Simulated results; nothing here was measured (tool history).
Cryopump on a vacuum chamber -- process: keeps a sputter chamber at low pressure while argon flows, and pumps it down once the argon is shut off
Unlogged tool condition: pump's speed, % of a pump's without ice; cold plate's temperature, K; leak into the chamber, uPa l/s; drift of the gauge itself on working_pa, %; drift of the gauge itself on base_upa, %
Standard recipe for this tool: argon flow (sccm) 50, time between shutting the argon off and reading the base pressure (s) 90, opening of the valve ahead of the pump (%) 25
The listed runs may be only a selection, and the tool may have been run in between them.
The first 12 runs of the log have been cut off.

| run | hour | argon flow (sccm) | time between shutting the argon off and reading the base pressure (s) | opening of the valve ahead of the pump (%) | hours of work since the pump was warmed up and emptied | hours of work since the cold head was overhauled | hours of work since the chamber's fittings were tightened | pressure while argon flows (Pa) | pressure after the wait (uPa) |
|---|---|---|---|---|---|---|---|---|---|
| 13 | 637.3 | 50 | 90 | 25 | 481 | 481 | 1685 | 0.1785 | 1.50 |
|  | 710.3 | pump warmed up, emptied and cooled again |
| 14 | 721.1 | 50 | 90 | 25 | 7 | 530 | 1733 | 0.1612 | 1.21 |
| 15 | 782.5 | 50 | 90 | 25 | 44 | 567 | 1771 | 0.1616 | 1.26 |
| 16 | 849.6 | 50 | 90 | 48 | 85 | 608 | 1812 | 0.0870 | 1.26 |
| 17 | 908.2 | 50 | 90 | 48 | 121 | 644 | 1848 | 0.0865 | 1.30 |
| 18 | 970.0 | 50 | 22 | 18 | 159 | 682 | 1885 | 0.2262 | 3.25 |
| 19 | 1049.9 | 50 | 22 | 32 | 208 | 731 | 1934 | 0.1317 | 3.31 |
| 20 | 1088.7 | 72 | 222 | 23 | 232 | 755 | 1958 | 0.2607 | 1.07 |
| 21 | 1123.8 | 72 | 222 | 23 | 253 | 776 | 1979 | 0.2618 | 1.11 |
| 22 | 1188.9 | 29 | 31 | 27 | 293 | 816 | 2019 | 0.0924 | 2.63 |
| 23 | 1261.7 | 29 | 31 | 27 | 338 | 861 | 2064 | 0.0929 | 2.75 |
| 24 | 1308.4 | 33 | 117 | 31 | 366 | 889 | 2093 | 0.0941 | 1.41 |
| 25 | 1382.0 | 86 | 68 | 35 | 411 | 934 | 2138 | 0.2221 | 1.85 |
| 26 | 1462.2 | 95 | 31 | 43 | 460 | 983 | 2187 | 0.2108 | 2.84 |
| 27 | 1519.6 | 50 | 90 | 25 | 495 | 1018 | 2222 | 0.1797 | 1.72 |
|  | 1566.3 | pump warmed up, emptied and cooled again |
| 28 | 1602.4 | 50 | 139 | 20 | 22 | 1066 | 2269 | 0.2001 | 1.12 |
| 29 | 1664.1 | 84 | 46 | 19 | 60 | 1104 | 2307 | 0.3556 | 2.06 |
|  | 1675.4 | leaking fittings of the chamber tightened, without venting |
| 30 | 1715.3 | 27 | 46 | 46 | 90 | 1134 | 24 | 0.0478 | 1.37 |
| 31 | 1771.3 | 27 | 46 | 46 | 124 | 1168 | 59 | 0.0495 | 1.38 |
| 32 | 1811.4 | 27 | 30 | 16 | 149 | 1193 | 83 | 0.1369 | 2.01 |
| 33 | 1879.7 | 27 | 30 | 16 | 191 | 1235 | 125 | 0.1360 | 2.10 |
| 34 | 1938.9 | 58 | 23 | 17 | 227 | 1271 | 161 | 0.2809 | 2.58 |

Alternative continuations, all from the tool just after run 34; predict every row:
| A | 1988.8 | 36 | 30 | 23 | 257 | 1301 | 192 | ? | ? |
| B | 1988.8 | 59 | 23 | 17 | 257 | 1301 | 192 | ? | ? |
| C | 1988.8 | 30 | 23 | 17 | 257 | 1301 | 192 | ? | ? |

| run | pressure while argon flows (Pa) | pressure after the wait (uPa) |
|---|---|---|
| A | 0.1311 | 2.09 |
| B | 0.2862 | 2.67 |
| C | 0.1452 | 2.67 |
Stripped of hidden state, with their random variation kept, the same runs would have yielded:
| run | pressure while argon flows (Pa) | pressure after the wait (uPa) |
|---|---|---|
| A | 0.1247 | 1.99 |
| B | 0.2757 | 2.57 |
| C | 0.1398 | 2.57 |
